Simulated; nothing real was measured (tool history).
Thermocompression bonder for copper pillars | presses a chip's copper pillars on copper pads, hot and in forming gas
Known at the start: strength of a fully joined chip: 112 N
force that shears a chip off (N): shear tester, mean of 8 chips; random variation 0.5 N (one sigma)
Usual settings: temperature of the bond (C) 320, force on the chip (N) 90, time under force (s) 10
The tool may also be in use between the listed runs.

run,hour,temperature of the bond (C),force on the chip (N),time under force (s),force that shears a chip off (N)
1,0.0,320,90,10,69.5
2,38.2,320,90,10,69.8
3,82.7,320,90,10,69.7
4,127.9,320,90,10,69.3
5,163.3,320,90,10,68.9
6,207.6,320,90,24,85.0
7,256.3,320,90,24,84.5
8,296.1,320,90,24,85.8
9,357.7,340,90,10,77.7
# hour 372.1: forming gas filter changed
10,385.4,303,69,30,77.1
11,442.5,338,68,28,92.2
12,493.6,320,90,19,84.3
13,543.8,341,68,6,63.9
14,608.2,313,90,7,61.1
# hour 655.7: force cell calibrated
15,657.6,327,119,10,80.4
16,701.7,320,90,10,69.1
17,729.2,342,72,10,71.9

The same runs without the tool's hidden state, with the same run-to-run variation:
The hidden state here: true temperature of the bond over the reading, C; force that reaches the chip, % of what is set; oxide that the forming gas leaves, % of the face; drift of the gauge itself on shear_n, %.
run,force that shears a chip off (N)
1,65.9
2,66.3
3,66.4
4,66.1
5,65.9
6,83.2
7,83.0
8,84.5
9,76.3
10,70.9
11,87.6
12,79.2
13,58.8
14,55.9
15,78.1
16,66.4
17,69.8
